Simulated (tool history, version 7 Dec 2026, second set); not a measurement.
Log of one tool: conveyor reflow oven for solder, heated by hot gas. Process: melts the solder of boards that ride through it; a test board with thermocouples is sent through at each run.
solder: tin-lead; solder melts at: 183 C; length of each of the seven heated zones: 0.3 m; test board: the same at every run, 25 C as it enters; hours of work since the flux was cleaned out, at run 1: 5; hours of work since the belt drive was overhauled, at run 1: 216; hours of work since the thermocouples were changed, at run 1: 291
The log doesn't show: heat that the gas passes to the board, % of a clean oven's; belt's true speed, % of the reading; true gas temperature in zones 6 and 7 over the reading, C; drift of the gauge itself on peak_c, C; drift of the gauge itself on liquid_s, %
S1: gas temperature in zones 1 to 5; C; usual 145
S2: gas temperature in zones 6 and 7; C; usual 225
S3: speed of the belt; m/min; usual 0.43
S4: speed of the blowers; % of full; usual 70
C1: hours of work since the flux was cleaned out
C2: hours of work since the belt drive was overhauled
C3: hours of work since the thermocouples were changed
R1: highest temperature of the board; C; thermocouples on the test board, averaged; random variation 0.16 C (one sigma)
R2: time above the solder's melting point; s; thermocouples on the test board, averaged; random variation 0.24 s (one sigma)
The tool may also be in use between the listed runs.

run 1 hour=0 | S1=145 S2=225 S3=0.43 S4=70 | C1=5 C2=216 C3=291 | R1=210.9 R2=60.2
run 2 hour=35.7 | S1=145 S2=225 S3=0.43 S4=70 | C1=23 C2=234 C3=309 | R1=210.9 R2=59.4
run 3 hour=69.6 | S1=145 S2=225 S3=0.43 S4=70 | C1=40 C2=251 C3=326 | R1=210.6 R2=59.6
run 4 hour=90.8 | S1=145 S2=225 S3=0.43 S4=70 | C1=50 C2=261 C3=336 | R1=210.7 R2=59.7
run 5 hour=127.7 | S1=145 S2=225 S3=0.43 S4=70 | C1=69 C2=279 C3=354 | R1=210.5 R2=59.3
run 6 hour=149.4 | S1=145 S2=225 S3=0.43 S4=70 | C1=79 C2=290 C3=365 | R1=210.7 R2=59.2
run 7 hour=195.7 | S1=145 S2=225 S3=0.43 S4=70 | C1=102 C2=313 C3=388 | R1=210.6 R2=59.4
run 8 hour=245.9 | S1=145 S2=225 S3=0.43 S4=70 | C1=127 C2=338 C3=413 | R1=210.3 R2=59.5
run 9 hour=284.1 | S1=145 S2=225 S3=0.43 S4=70 | C1=146 C2=357 C3=432 | R1=210.3 R2=59
run 10 hour=305 | S1=145 S2=225 S3=0.43 S4=70 | C1=157 C2=368 C3=443 | R1=210.3 R2=58.9
run 11 hour=347.4 | S1=145 S2=225 S3=0.43 S4=70 | C1=178 C2=389 C3=464 | R1=210.4 R2=58.8
run 12 hour=388.4 | S1=145 S2=225 S3=0.43 S4=70 | C1=198 C2=409 C3=484 | R1=210 R2=59.2
run 13 hour=431.9 | S1=145 S2=225 S3=0.43 S4=70 | C1=220 C2=431 C3=506 | R1=210.2 R2=58.5
-- hour=469.3 flux residue cleaned out of gas plates and filters
run 14 hour=476.8 | S1=145 S2=225 S3=0.43 S4=70 | C1=4 C2=451 C3=526 | R1=211.6 R2=60.5
run 15 hour=507 | S1=145 S2=235 S3=0.43 S4=70 | C1=19 C2=466 C3=541 | R1=219.9 R2=67.9
run 16 hour=545.7 | S1=145 S2=235 S3=0.43 S4=70 | C1=38 C2=485 C3=560 | R1=219.9 R2=67.7
-- hour=556.4 thermocouples of zones 6 and 7 changed
run 17 hour=589.6 | S1=147 S2=240 S3=0.426 S4=51 | C1=59 C2=506 C3=17 | R1=216.8 R2=65.5
run 18 hour=631.2 | S1=147 S2=240 S3=0.426 S4=51 | C1=80 C2=527 C3=37 | R1=216.7 R2=65.6
run 19 hour=668.7 | S1=147 S2=240 S3=0.426 S4=51 | C1=98 C2=545 C3=56 | R1=216.2 R2=65.3
run 20 hour=714.9 | S1=143 S2=234 S3=0.465 S4=88 | C1=121 C2=568 C3=79 | R1=217.9 R2=60.7
run 21 hour=747.5 | S1=143 S2=234 S3=0.465 S4=88 | C1=138 C2=585 C3=95 | R1=217.9 R2=60.7
run 22 hour=783.1 | S1=145 S2=214 S3=0.43 S4=85 | C1=155 C2=602 C3=113 | R1=202.7 R2=51.9
run 23 hour=814.2 | S1=159 S2=230 S3=0.488 S4=85 | C1=171 C2=618 C3=128 | R1=215.4 R2=62.7
run 24 hour=853.1 | S1=159 S2=230 S3=0.488 S4=85 | C1=190 C2=637 C3=148 | R1=215.5 R2=62.8
run 25 hour=886.3 | S1=145 S2=230 S3=0.488 S4=81 | C1=207 C2=654 C3=164 | R1=211.5 R2=52.9
run 26 hour=936.4 | S1=145 S2=215 S3=0.43 S4=70 | C1=232 C2=679 C3=189 | R1=200.5 R2=47.6
-- hour=952.8 flux residue cleaned out of gas plates and filters
run 27 hour=985.9 | S1=134 S2=215 S3=0.43 S4=89 | C1=16 C2=701 C3=211 | R1=203.6 R2=49.2
run 28 hour=1036.2 | S1=134 S2=215 S3=0.43 S4=89 | C1=41 C2=726 C3=236 | R1=203.6 R2=48.9
run 29 hour=1062.7 | S1=145 S2=230 S3=0.35 S4=52 | C1=55 C2=739 C3=250 | R1=215.4 R2=79.5
run 30 hour=1093 | S1=145 S2=235 S3=0.35 S4=52 | C1=70 C2=754 C3=265 | R1=219.7 R2=84
run 31 hour=1124.8 | S1=145 S2=235 S3=0.35 S4=52 | C1=86 C2=770 C3=281 | R1=219.9 R2=83.8

Some steps in R1 between neighbouring runs. How much of each would the tool show without its hidden state too (settings, what came in, random variation), and how much is left for the hidden state, with any gauge scatter that isn't in both results?
Run 13 -> 14: flux residue cleaned out of gas plates and filters. R1 +1.4 C: hidden state +1.5, all else -0.1.
Run 16 -> 17: S1 145 -> 147, S2 235 -> 240, S3 0.43 -> 0.426, S4 70 -> 51, thermocouples of zones 6 and 7 changed. R1 -3.1 C: hidden state -1.9, all else -1.2.
Run 21 -> 22: S1 143 -> 145, S2 234 -> 214, S3 0.465 -> 0.43, S4 88 -> 85. R1 -15.2 C: hidden state +0.1, all else -15.3.
Run 22 -> 23: S1 145 -> 159, S2 214 -> 230, S3 0.43 -> 0.488. R1 +12.7 C: hidden state -0.1, all else +12.8.
Run 26 -> 27: S1 145 -> 134, S4 70 -> 89, flux residue cleaned out of gas plates and filters. R1 +3.1 C: hidden state +1.2, all else +1.9.
Run 28 -> 29: S1 134 -> 145, S2 215 -> 230, S3 0.43 -> 0.35, S4 89 -> 52. R1 +11.8 C: hidden state +0.1, all else +11.7.
